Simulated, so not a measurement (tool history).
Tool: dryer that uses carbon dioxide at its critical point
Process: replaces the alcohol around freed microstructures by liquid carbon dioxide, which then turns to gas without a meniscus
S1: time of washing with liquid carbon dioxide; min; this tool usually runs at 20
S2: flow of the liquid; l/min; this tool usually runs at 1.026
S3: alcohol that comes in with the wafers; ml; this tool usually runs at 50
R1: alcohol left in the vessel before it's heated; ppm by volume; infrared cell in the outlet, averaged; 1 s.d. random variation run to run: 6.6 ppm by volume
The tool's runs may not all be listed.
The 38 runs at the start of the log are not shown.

run,hour,S1,S2,S3,R1
39,1064.0,27,0.820,30,291
# hour 1074.9: purifier's bed changed
40,1103.3,27,0.820,30,166
41,1121.7,20,1.026,100,669
42,1156.5,19,0.900,100,1333
43,1176.3,20,1.640,50,45
44,1204.3,18,1.680,21,39
45,1232.0,18,1.680,21,46
46,1257.0,25,0.800,60,520

Alternative continuations, all from the tool just after run 46; predict every row:
A,1275.5,25,0.670,60,?
B,1275.5,20,1.440,55,?
C,1275.5,20,1.026,50,?
D,1275.5,25,1.230,71,?

run,R1
A,924
B,116
C,412
D,116
Stripped of hidden state, with their random variation kept, the same runs would have yielded:
run,R1
A,718
B,62
C,294
D,62
